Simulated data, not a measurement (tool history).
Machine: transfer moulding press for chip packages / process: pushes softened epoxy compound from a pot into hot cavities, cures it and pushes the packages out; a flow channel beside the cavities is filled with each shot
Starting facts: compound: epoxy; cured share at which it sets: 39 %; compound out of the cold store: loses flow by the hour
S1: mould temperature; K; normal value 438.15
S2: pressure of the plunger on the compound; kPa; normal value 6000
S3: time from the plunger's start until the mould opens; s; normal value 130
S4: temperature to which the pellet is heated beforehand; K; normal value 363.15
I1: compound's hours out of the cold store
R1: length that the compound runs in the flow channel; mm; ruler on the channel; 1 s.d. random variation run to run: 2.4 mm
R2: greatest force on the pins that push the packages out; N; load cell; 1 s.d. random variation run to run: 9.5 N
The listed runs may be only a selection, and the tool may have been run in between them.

{"run": 1, "hour": 0.0, "S1": 438.15, "S2": 6000, "S3": 130, "S4": 363.15, "I1": 32.8, "R1": 783, "R2": 425}
{"run": 2, "hour": 8.6, "S1": 438.15, "S2": 6000, "S3": 130, "S4": 363.15, "I1": 32.0, "R1": 783, "R2": 432}
{"run": 3, "hour": 17.1, "S1": 438.15, "S2": 6000, "S3": 130, "S4": 363.15, "I1": 9.8, "R1": 871, "R2": 456}
{"run": 4, "hour": 24.9, "S1": 438.15, "S2": 6000, "S3": 130, "S4": 363.15, "I1": 43.1, "R1": 752, "R2": 431}
{"run": 5, "hour": 34.7, "S1": 438.15, "S2": 6000, "S3": 130, "S4": 363.15, "I1": 30.3, "R1": 795, "R2": 442}
{"run": 6, "hour": 40.0, "S1": 438.15, "S2": 6000, "S3": 130, "S4": 363.15, "I1": 26.0, "R1": 811, "R2": 450}
{"hour": 49.4, "done": "plunger's sealing rings changed"}
{"run": 7, "hour": 51.3, "S1": 438.15, "S2": 6000, "S3": 130, "S4": 363.15, "I1": 47.0, "R1": 738, "R2": 430}
{"run": 8, "hour": 59.4, "S1": 437.15, "S2": 6000, "S3": 130, "S4": 363.15, "I1": 43.4, "R1": 754, "R2": 441}
{"hour": 66.0, "done": "cavities cleaned with cleaning compound and waxed"}
{"run": 9, "hour": 68.7, "S1": 437.15, "S2": 6000, "S3": 130, "S4": 363.15, "I1": 41.7, "R1": 758, "R2": 442}
{"run": 10, "hour": 78.9, "S1": 438.15, "S2": 5450, "S3": 130, "S4": 355.15, "I1": 26.2, "R1": 775, "R2": 435}
{"run": 11, "hour": 83.6, "S1": 438.15, "S2": 6640, "S3": 157, "S4": 355.15, "I1": 26.0, "R1": 854, "R2": 381}
{"run": 12, "hour": 92.4, "S1": 438.15, "S2": 6640, "S3": 157, "S4": 355.15, "I1": 31.3, "R1": 832, "R2": 378}
{"run": 13, "hour": 102.5, "S1": 443.15, "S2": 6640, "S3": 162, "S4": 365.15, "I1": 16.5, "R1": 860, "R2": 374}
{"run": 14, "hour": 107.0, "S1": 443.15, "S2": 6640, "S3": 162, "S4": 365.15, "I1": 25.6, "R1": 820, "R2": 385}
{"run": 15, "hour": 114.4, "S1": 443.15, "S2": 6640, "S3": 162, "S4": 365.15, "I1": 14.1, "R1": 866, "R2": 359}

Alternative continuations, all from the tool just after run 15; predict every row:
{"run": "A", "hour": 120.0, "S1": 435.15, "S2": 6640, "S3": 162, "S4": 365.15, "I1": 11.2, "R1": "?", "R2": "?"}
{"run": "B", "hour": 120.0, "S1": 437.15, "S2": 5790, "S3": 130, "S4": 364.15, "I1": 43.3, "R1": "?", "R2": "?"}
{"run": "C", "hour": 120.0, "S1": 439.15, "S2": 5300, "S3": 162, "S4": 362.15, "I1": 20.9, "R1": "?", "R2": "?"}
{"run": "D", "hour": 120.0, "S1": 438.15, "S2": 5240, "S3": 122, "S4": 363.15, "I1": 37.0, "R1": "?", "R2": "?"}

run=A R1=935 R2=406
run=B R1=742 R2=451
run=C R1=775 R2=379
run=D R1=721 R2=448
With the hidden condition removed and each run's random variation left untouched, the same runs would have given:
run=A R1=935 R2=402
run=B R1=742 R2=446
run=C R1=775 R2=375
run=D R1=721 R2=443
